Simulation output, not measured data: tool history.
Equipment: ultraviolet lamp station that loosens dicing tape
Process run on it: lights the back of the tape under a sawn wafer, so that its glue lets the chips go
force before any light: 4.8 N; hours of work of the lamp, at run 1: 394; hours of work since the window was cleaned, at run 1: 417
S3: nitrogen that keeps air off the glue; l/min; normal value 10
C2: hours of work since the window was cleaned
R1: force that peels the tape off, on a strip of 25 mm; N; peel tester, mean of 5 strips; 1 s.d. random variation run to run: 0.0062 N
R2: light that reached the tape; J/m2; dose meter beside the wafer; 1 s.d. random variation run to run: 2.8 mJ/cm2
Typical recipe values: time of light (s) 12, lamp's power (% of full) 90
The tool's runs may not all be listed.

{"run": 1, "hour": 0.0, "time of light (s)": 12, "lamp's power (% of full)": 90, "S3": 10, "hours of work of the lamp": 394, "C2": 417, "R1": 0.185, "R2": 4010}
{"run": 2, "hour": 28.8, "time of light (s)": 12, "lamp's power (% of full)": 90, "S3": 10, "hours of work of the lamp": 408, "C2": 430, "R1": 0.183, "R2": 3990}
{"run": 3, "hour": 59.7, "time of light (s)": 12, "lamp's power (% of full)": 90, "S3": 10, "hours of work of the lamp": 422, "C2": 445, "R1": 0.176, "R2": 4000}
{"run": 4, "hour": 75.2, "time of light (s)": 12, "lamp's power (% of full)": 90, "S3": 13, "hours of work of the lamp": 430, "C2": 452, "R1": 0.161, "R2": 3980}
{"run": 5, "hour": 103.5, "time of light (s)": 12, "lamp's power (% of full)": 90, "S3": 10, "hours of work of the lamp": 443, "C2": 466, "R1": 0.177, "R2": 4020}
{"hour": 128.9, "done": "window cleaned of glue's vapour"}
{"run": 6, "hour": 132.6, "time of light (s)": 12, "lamp's power (% of full)": 90, "S3": 10, "hours of work of the lamp": 457, "C2": 2, "R1": 0.192, "R2": 4020}
{"run": 7, "hour": 149.2, "time of light (s)": 12, "lamp's power (% of full)": 90, "S3": 10, "hours of work of the lamp": 465, "C2": 10, "R1": 0.178, "R2": 4080}
{"run": 8, "hour": 171.5, "time of light (s)": 12, "lamp's power (% of full)": 90, "S3": 10, "hours of work of the lamp": 475, "C2": 20, "R1": 0.172, "R2": 3990}
{"run": 9, "hour": 195.9, "time of light (s)": 12, "lamp's power (% of full)": 90, "S3": 10, "hours of work of the lamp": 487, "C2": 32, "R1": 0.18, "R2": 4000}
{"run": 10, "hour": 218.4, "time of light (s)": 12, "lamp's power (% of full)": 90, "S3": 10, "hours of work of the lamp": 497, "C2": 42, "R1": 0.179, "R2": 4030}
{"run": 11, "hour": 234.9, "time of light (s)": 12, "lamp's power (% of full)": 61, "S3": 10, "hours of work of the lamp": 505, "C2": 50, "R1": 0.416, "R2": 2670}
{"run": 12, "hour": 253.8, "time of light (s)": 12, "lamp's power (% of full)": 61, "S3": 10, "hours of work of the lamp": 514, "C2": 59, "R1": 0.415, "R2": 2720}
{"run": 13, "hour": 279.1, "time of light (s)": 19, "lamp's power (% of full)": 90, "S3": 10, "hours of work of the lamp": 526, "C2": 71, "R1": 0.089, "R2": 6390}
{"run": 14, "hour": 312.0, "time of light (s)": 19, "lamp's power (% of full)": 90, "S3": 10, "hours of work of the lamp": 542, "C2": 87, "R1": 0.092, "R2": 6260}
{"run": 15, "hour": 340.3, "time of light (s)": 19, "lamp's power (% of full)": 90, "S3": 10, "hours of work of the lamp": 555, "C2": 100, "R1": 0.098, "R2": 6330}
{"run": 16, "hour": 362.3, "time of light (s)": 14, "lamp's power (% of full)": 90, "S3": 16, "hours of work of the lamp": 565, "C2": 110, "R1": 0.109, "R2": 4670}
{"run": 17, "hour": 384.4, "time of light (s)": 14, "lamp's power (% of full)": 90, "S3": 16, "hours of work of the lamp": 576, "C2": 121, "R1": 0.112, "R2": 4680}
{"run": 18, "hour": 399.0, "time of light (s)": 14, "lamp's power (% of full)": 90, "S3": 16, "hours of work of the lamp": 583, "C2": 128, "R1": 0.119, "R2": 4660}
{"run": 19, "hour": 416.4, "time of light (s)": 14, "lamp's power (% of full)": 90, "S3": 16, "hours of work of the lamp": 591, "C2": 136, "R1": 0.105, "R2": 4680}
{"run": 20, "hour": 450.5, "time of light (s)": 12, "lamp's power (% of full)": 98, "S3": 7, "hours of work of the lamp": 607, "C2": 152, "R1": 0.189, "R2": 4380}
{"run": 21, "hour": 471.9, "time of light (s)": 23, "lamp's power (% of full)": 75, "S3": 17, "hours of work of the lamp": 617, "C2": 162, "R1": 0.08, "R2": 6380}
{"run": 22, "hour": 493.8, "time of light (s)": 7, "lamp's power (% of full)": 62, "S3": 8, "hours of work of the lamp": 628, "C2": 173, "R1": 1.188, "R2": 1610}
{"run": 23, "hour": 526.4, "time of light (s)": 7, "lamp's power (% of full)": 62, "S3": 8, "hours of work of the lamp": 643, "C2": 188, "R1": 1.151, "R2": 1630}
{"run": 24, "hour": 555.0, "time of light (s)": 8, "lamp's power (% of full)": 90, "S3": 10, "hours of work of the lamp": 657, "C2": 202, "R1": 0.429, "R2": 2670}
{"run": 25, "hour": 576.3, "time of light (s)": 10, "lamp's power (% of full)": 90, "S3": 6, "hours of work of the lamp": 667, "C2": 212, "R1": 0.364, "R2": 3330}
{"run": 26, "hour": 605.4, "time of light (s)": 10, "lamp's power (% of full)": 90, "S3": 6, "hours of work of the lamp": 680, "C2": 226, "R1": 0.376, "R2": 3340}
{"run": 27, "hour": 629.8, "time of light (s)": 14, "lamp's power (% of full)": 80, "S3": 10, "hours of work of the lamp": 692, "C2": 237, "R1": 0.169, "R2": 4130}

Here are 3 independent what-if runs from the current tool condition. What would each one return?
{"run": "A", "hour": 653.8, "time of light (s)": 8, "lamp's power (% of full)": 100, "S3": 5, "hours of work of the lamp": 703, "C2": 248, "R1": "?", "R2": "?"}
{"run": "B", "hour": 653.8, "time of light (s)": 14, "lamp's power (% of full)": 76, "S3": 10, "hours of work of the lamp": 703, "C2": 248, "R1": "?", "R2": "?"}
{"run": "C", "hour": 653.8, "time of light (s)": 6, "lamp's power (% of full)": 88, "S3": 14, "hours of work of the lamp": 703, "C2": 248, "R1": "?", "R2": "?"}

run=A R1=0.536 R2=2980
run=B R1=0.179 R2=3950
run=C R1=0.704 R2=1960
With no hidden state in the tool, these same runs would have given:
run=A R1=0.532 R2=2990
run=B R1=0.178 R2=3960
run=C R1=0.699 R2=1970
